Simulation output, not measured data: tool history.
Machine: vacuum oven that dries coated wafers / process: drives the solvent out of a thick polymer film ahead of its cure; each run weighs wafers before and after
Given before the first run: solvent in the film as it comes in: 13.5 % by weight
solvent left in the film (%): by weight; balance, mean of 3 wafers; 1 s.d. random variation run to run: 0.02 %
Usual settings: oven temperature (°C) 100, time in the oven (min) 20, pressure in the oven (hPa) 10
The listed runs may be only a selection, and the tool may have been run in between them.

| run | hour | oven temperature (°C) | time in the oven (min) | pressure in the oven (hPa) | solvent left in the film (%) |
|---|---|---|---|---|---|
| 1 | 0 | 100 | 20 | 10 | 2.45 |
| 2 | 14.4 | 100 | 20 | 11.9 | 2.57 |
| 3 | 26.5 | 100 | 20 | 11.9 | 2.6 |
| 4 | 36.8 | 100 | 20 | 11.9 | 2.61 |
| 5 | 46.4 | 100 | 20 | 11.9 | 2.63 |
| 6 | 53.9 | 100 | 20 | 11.9 | 2.61 |
| 7 | 62.2 | 100 | 20 | 10 | 2.5 |
| 8 | 77.6 | 100 | 20 | 10 | 2.48 |
| 9 | 95.4 | 110 | 20 | 10 | 1.25 |
|  | 98.7 | oven's thermocouples calibrated |
| 10 | 104.8 | 100 | 18 | 10 | 2.82 |
| 11 | 113.5 | 100 | 20 | 25.2 | 3.36 |
| 12 | 124.5 | 103 | 20 | 10 | 2.09 |
| 13 | 136.2 | 100 | 20 | 23 | 3.22 |
| 14 | 150.1 | 105 | 20 | 10 | 1.8 |
|  | 154.5 | oven's thermocouples calibrated, once more |
| 15 | 168 | 98 | 26 | 10 | 2.02 |
| 16 | 176 | 86 | 24 | 10 | 4.31 |
| 17 | 184 | 105 | 24 | 21.4 | 1.98 |
| 18 | 195.1 | 85 | 20 | 10 | 5.23 |
| 19 | 202.8 | 94 | 14 | 5.2 | 4.58 |
| 20 | 213.8 | 94 | 14 | 5.2 | 4.57 |
| 21 | 230.6 | 94 | 14 | 5.2 | 4.59 |
| 22 | 238.8 | 100 | 23 | 13.9 | 2.33 |
| 23 | 251.2 | 94 | 20 | 5.1 | 3.16 |
| 24 | 261.3 | 94 | 20 | 5.1 | 3.23 |
| 25 | 272.3 | 85 | 13 | 10 | 6.72 |
| 26 | 284.6 | 85 | 13 | 10 | 6.71 |
| 27 | 302.4 | 100 | 10 | 10 | 5.11 |

Some steps in solvent left in the film (%), run to run, broken into two amounts with sign: the step expected even without the hidden condition (settings, incoming material, random variation), and the rest, left for the hidden condition together with whatever gauge scatter is not in both the measured and the hidden-condition-free result:
What the log doesn't record here: true wafer temperature over the reading, C; true pressure over the reading, kPa; drift of the gauge itself on solvent_pct, %.
Run 1 -> 2: pressure in the oven (hPa) 10 -> 11.9. solvent left in the film (%) +0.12: hidden state +0.01, all else +0.11.
Run 15 -> 16: oven temperature (°C) 98 -> 86, time in the oven (min) 26 -> 24. solvent left in the film (%) +2.29: hidden state +0.02, all else +2.27.
Run 17 -> 18: oven temperature (°C) 105 -> 85, time in the oven (min) 24 -> 20, pressure in the oven (hPa) 21.4 -> 10. solvent left in the film (%) +3.25: hidden state +0.01, all else +3.24.
Run 24 -> 25: oven temperature (°C) 94 -> 85, time in the oven (min) 20 -> 13, pressure in the oven (hPa) 5.1 -> 10. solvent left in the film (%) +3.49: hidden state +0.01, all else +3.48.

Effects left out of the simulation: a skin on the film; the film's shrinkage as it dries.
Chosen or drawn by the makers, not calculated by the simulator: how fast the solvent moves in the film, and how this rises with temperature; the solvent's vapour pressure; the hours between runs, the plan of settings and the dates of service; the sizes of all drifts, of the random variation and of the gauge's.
